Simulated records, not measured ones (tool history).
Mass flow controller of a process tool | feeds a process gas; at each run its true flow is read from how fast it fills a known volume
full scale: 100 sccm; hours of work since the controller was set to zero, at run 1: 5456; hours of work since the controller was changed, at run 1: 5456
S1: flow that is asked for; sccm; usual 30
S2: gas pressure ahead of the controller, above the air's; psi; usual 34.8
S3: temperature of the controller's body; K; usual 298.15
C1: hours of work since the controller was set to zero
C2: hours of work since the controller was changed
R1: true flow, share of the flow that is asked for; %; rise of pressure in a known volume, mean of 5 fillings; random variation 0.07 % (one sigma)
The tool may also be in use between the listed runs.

| run | day | S1 | S2 | S3 | C1 | C2 | R1 |
|---|---|---|---|---|---|---|---|
| 1 | 0.000 | 30 | 34.8 | 298.15 | 5456 | 5456 | 97.36 |
| 2 | 10.850 | 30 | 40.5 | 298.15 | 5661 | 5661 | 97.20 |
| 3 | 28.362 | 30 | 34.8 | 307.15 | 5991 | 5991 | 96.94 |
| 4 | 36.742 | 30 | 34.8 | 307.15 | 6149 | 6149 | 97.08 |
| 5 | 45.596 | 30 | 34.8 | 298.15 | 6316 | 6316 | 97.18 |
| 6 | 58.625 | 30 | 34.8 | 304.15 | 6561 | 6561 | 96.85 |
| 7 | 67.704 | 30 | 34.8 | 304.15 | 6732 | 6732 | 97.17 |
| 8 | 78.100 | 30 | 34.8 | 304.15 | 6928 | 6928 | 96.85 |
|  | 80.725 | controller exchanged for a calibrated one |
| 9 | 95.608 | 30 | 34.8 | 304.15 | 281 | 281 | 98.80 |
| 10 | 107.621 | 30 | 34.8 | 304.15 | 507 | 507 | 98.67 |
| 11 | 123.083 | 30 | 34.8 | 304.15 | 798 | 798 | 98.56 |
| 12 | 138.692 | 30 | 34.8 | 298.15 | 1092 | 1092 | 98.67 |
| 13 | 151.929 | 30 | 34.8 | 298.15 | 1342 | 1342 | 98.72 |
| 14 | 159.688 | 30 | 34.8 | 298.15 | 1488 | 1488 | 98.52 |
| 15 | 176.317 | 30 | 34.8 | 298.15 | 1802 | 1802 | 98.57 |
| 16 | 190.467 | 30 | 34.8 | 298.15 | 2068 | 2068 | 98.49 |
| 17 | 202.500 | 30 | 34.8 | 298.15 | 2295 | 2295 | 98.45 |
| 18 | 212.992 | 30 | 36.7 | 298.15 | 2493 | 2493 | 98.35 |
| 19 | 223.925 | 30 | 36.7 | 298.15 | 2699 | 2699 | 98.32 |
| 20 | 231.921 | 60 | 34.8 | 293.15 | 2850 | 2850 | 98.30 |
| 21 | 240.038 | 19 | 27.6 | 293.15 | 3002 | 3002 | 98.79 |
| 22 | 254.304 | 19 | 27.6 | 293.15 | 3271 | 3271 | 98.73 |
| 23 | 264.975 | 19 | 37.9 | 300.15 | 3472 | 3472 | 98.30 |
| 24 | 277.483 | 92 | 35.7 | 312.15 | 3708 | 3708 | 98.02 |
|  | 278.846 | controller's zero set anew |
| 25 | 286.512 | 92 | 35.7 | 312.15 | 144 | 3878 | 97.94 |
| 26 | 302.879 | 62 | 30.2 | 300.15 | 453 | 4186 | 98.28 |
| 27 | 316.854 | 15 | 21.5 | 308.15 | 716 | 4450 | 99.51 |
| 28 | 334.233 | 19 | 27.8 | 298.15 | 1044 | 4777 | 99.00 |
| 29 | 341.562 | 76 | 34.8 | 310.15 | 1182 | 4915 | 97.65 |
|  | 346.350 | controller's zero set anew, once more |
| 30 | 355.883 | 38 | 34.8 | 303.15 | 180 | 5185 | 96.77 |
| 31 | 364.729 | 30 | 34.8 | 297.15 | 346 | 5352 | 96.67 |
| 32 | 379.204 | 30 | 34.8 | 307.15 | 619 | 5625 | 96.42 |
| 33 | 389.150 | 53 | 28.1 | 293.15 | 807 | 5812 | 97.22 |
| 34 | 401.288 | 53 | 31.2 | 300.15 | 1035 | 6041 | 96.71 |
| 35 | 418.725 | 65 | 24.2 | 297.15 | 1364 | 6369 | 97.11 |
| 36 | 432.896 | 65 | 24.2 | 297.15 | 1631 | 6636 | 96.96 |
| 37 | 444.633 | 44 | 37.3 | 298.15 | 1852 | 6858 | 96.27 |
|  | 450.838 | controller exchanged for a calibrated one |
| 38 | 458.558 | 30 | 30.5 | 298.15 | 146 | 146 | 98.92 |

5 ways to go on from here, each from the tool as it stands after run 38. What would each give?
| A | 471.917 | 16 | 30.5 | 298.15 | 397 | 397 | ? |
| B | 471.917 | 30 | 30.5 | 294.15 | 397 | 397 | ? |
| C | 471.917 | 30 | 20.7 | 298.15 | 397 | 397 | ? |
| D | 471.917 | 30 | 26.4 | 301.15 | 397 | 397 | ? |
| E | 471.917 | 13 | 26.1 | 312.15 | 397 | 397 | ? |

| run | R1 |
|---|---|
| A | 98.85 |
| B | 99.07 |
| C | 99.24 |
| D | 98.99 |
| E | 98.64 |
Without the tool's hidden state the same runs would have given:
| run | R1 |
|---|---|
| A | 99.01 |
| B | 99.31 |
| C | 99.48 |
| D | 99.22 |
| E | 98.76 |
